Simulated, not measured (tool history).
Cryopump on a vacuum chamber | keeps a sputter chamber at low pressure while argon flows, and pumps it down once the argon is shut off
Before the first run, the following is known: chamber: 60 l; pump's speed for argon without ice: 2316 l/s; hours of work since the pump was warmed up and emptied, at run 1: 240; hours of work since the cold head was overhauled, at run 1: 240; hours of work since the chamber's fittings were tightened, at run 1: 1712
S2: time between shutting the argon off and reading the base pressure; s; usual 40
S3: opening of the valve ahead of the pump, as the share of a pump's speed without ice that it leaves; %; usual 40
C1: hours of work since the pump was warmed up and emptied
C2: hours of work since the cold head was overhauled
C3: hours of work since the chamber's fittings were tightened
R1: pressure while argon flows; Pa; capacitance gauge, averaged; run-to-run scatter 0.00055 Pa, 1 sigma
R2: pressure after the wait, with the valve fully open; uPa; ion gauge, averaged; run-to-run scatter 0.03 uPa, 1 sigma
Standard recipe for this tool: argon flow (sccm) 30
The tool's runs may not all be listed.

Run 1, hour 0.0: usual settings; C1 240; C2 240; C3 1712. Result: R1 0.0574 Pa, R2 2.90 uPa.
Run 2, hour 76.6: usual settings; C1 301; C2 301; C3 1772. Result: R1 0.0567 Pa, R2 2.96 uPa.
Run 3, hour 146.5: usual settings; C1 356; C2 356; C3 1827. Result: R1 0.0568 Pa, R2 3.08 uPa.
Run 4, hour 183.2: usual settings; C1 385; C2 385; C3 1856. Result: R1 0.0580 Pa, R2 3.06 uPa.
Run 5, hour 235.6: usual settings; C1 427; C2 427; C3 1898. Result: R1 0.0570 Pa, R2 3.26 uPa.
Run 6, hour 271.8: usual settings; C1 455; C2 455; C3 1926. Result: R1 0.0585 Pa, R2 3.30 uPa.
Run 7, hour 316.1: usual settings; C1 490; C2 490; C3 1961. Result: R1 0.0590 Pa, R2 3.31 uPa.
At hour 325.3: leaking fittings of the chamber tightened, without venting.
Run 8, hour 390.6: usual settings but S2 78 s, S3 41 %; C1 547; C2 547; C3 52. Result: R1 0.0582 Pa, R2 0.96 uPa.
Run 9, hour 460.1: usual settings but argon flow (sccm) 29, S2 23 s, S3 17 %; C1 602; C2 602; C3 106. Result: R1 0.1296 Pa, R2 2.77 uPa.
Run 10, hour 496.2: usual settings but argon flow (sccm) 46, S2 36 s; C1 631; C2 631; C3 135. Result: R1 0.0920 Pa, R2 1.81 uPa.
Run 11, hour 557.3: usual settings but argon flow (sccm) 46, S2 36 s; C1 679; C2 679; C3 183. Result: R1 0.0924 Pa, R2 1.92 uPa.
Run 12, hour 623.2: usual settings but S2 103 s, S3 55 %; C1 731; C2 731; C3 235. Result: R1 0.0465 Pa, R2 0.99 uPa.
Run 13, hour 681.0: usual settings but S2 103 s, S3 55 %; C1 777; C2 777; C3 281. Result: R1 0.0471 Pa, R2 1.00 uPa.
Run 14, hour 730.8: usual settings but argon flow (sccm) 15, S2 75 s, S3 36 %; C1 816; C2 816; C3 320. Result: R1 0.0333 Pa, R2 1.25 uPa.

Forecast each of these 3 alternatives for the next run:
Run A, hour 798.6: usual settings but S2 24 s, S3 30 %; C1 870; C2 870; C3 374. Result: R1 ?, R2 ?.
Run B, hour 798.6: usual settings but argon flow (sccm) 15, S2 193 s, S3 36 %; C1 870; C2 870; C3 374. Result: R1 ?, R2 ?.
Run C, hour 798.6: usual settings but S2 91 s; C1 870; C2 870; C3 374. Result: R1 ?, R2 ?.

run      R1    R2
  A  0.0801  2.95
  B  0.0337  0.86
  C  0.0627  1.22
What these runs would have given with no unlogged condition in the tool:
run      R1    R2
  A  0.0724  2.49
  B  0.0298  0.41
  C  0.0550  0.75
